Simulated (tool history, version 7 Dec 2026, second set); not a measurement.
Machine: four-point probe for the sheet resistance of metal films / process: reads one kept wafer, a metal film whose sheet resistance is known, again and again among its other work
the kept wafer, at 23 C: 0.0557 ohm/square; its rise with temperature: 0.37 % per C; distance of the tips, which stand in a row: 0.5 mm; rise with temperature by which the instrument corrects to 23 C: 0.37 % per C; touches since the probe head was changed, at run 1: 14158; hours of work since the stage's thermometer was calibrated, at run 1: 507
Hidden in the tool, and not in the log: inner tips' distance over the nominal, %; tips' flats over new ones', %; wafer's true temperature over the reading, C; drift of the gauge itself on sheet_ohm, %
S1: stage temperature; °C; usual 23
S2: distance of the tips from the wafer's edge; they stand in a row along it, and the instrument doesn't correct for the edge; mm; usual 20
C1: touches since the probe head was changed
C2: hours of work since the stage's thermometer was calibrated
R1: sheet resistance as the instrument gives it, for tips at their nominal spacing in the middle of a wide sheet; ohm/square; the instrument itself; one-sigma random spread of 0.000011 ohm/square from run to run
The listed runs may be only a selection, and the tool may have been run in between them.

run,day,S1,S2,C1,C2,R1
1,0,23,20,14158,507,0.055929
2,1.329,26,20,14798,523,0.055903
3,2.379,26,20,15303,535,0.055901
4,3.262,26,20,15729,546,0.055907
5,4.975,26,20,16555,567,0.055918
6,5.808,31,20,16956,577,0.055879
7,6.604,31,20,17340,586,0.055887
8,7.854,25,43,17942,601,0.055899
9,9.696,25,43,18830,623,0.055904
10,10.812,24,61,19368,637,0.055916
11,11.654,24,61,19774,647,0.055904
12,12.671,24,61,20263,659,0.055927
13,14.358,23,3,21075,679,0.05675
14,15.95,20,14,21844,698,0.056011

Predict each of these 5 candidate next runs independently; none follows another, all start after run 14:
A,17.562,19,6,22620,717,?
B,17.562,26,20,22620,717,?
C,17.562,21,7,22620,717,?
D,17.562,34,8,22620,717,?
E,17.562,22,23,22620,717,?

run,R1
A,0.056159
B,0.055952
C,0.056085
D,0.055998
E,0.055943
With the hidden condition removed and each run's random variation left untouched, the same runs would have given:
run,R1
A,0.05592
B,0.055713
C,0.055846
D,0.055758
E,0.055705
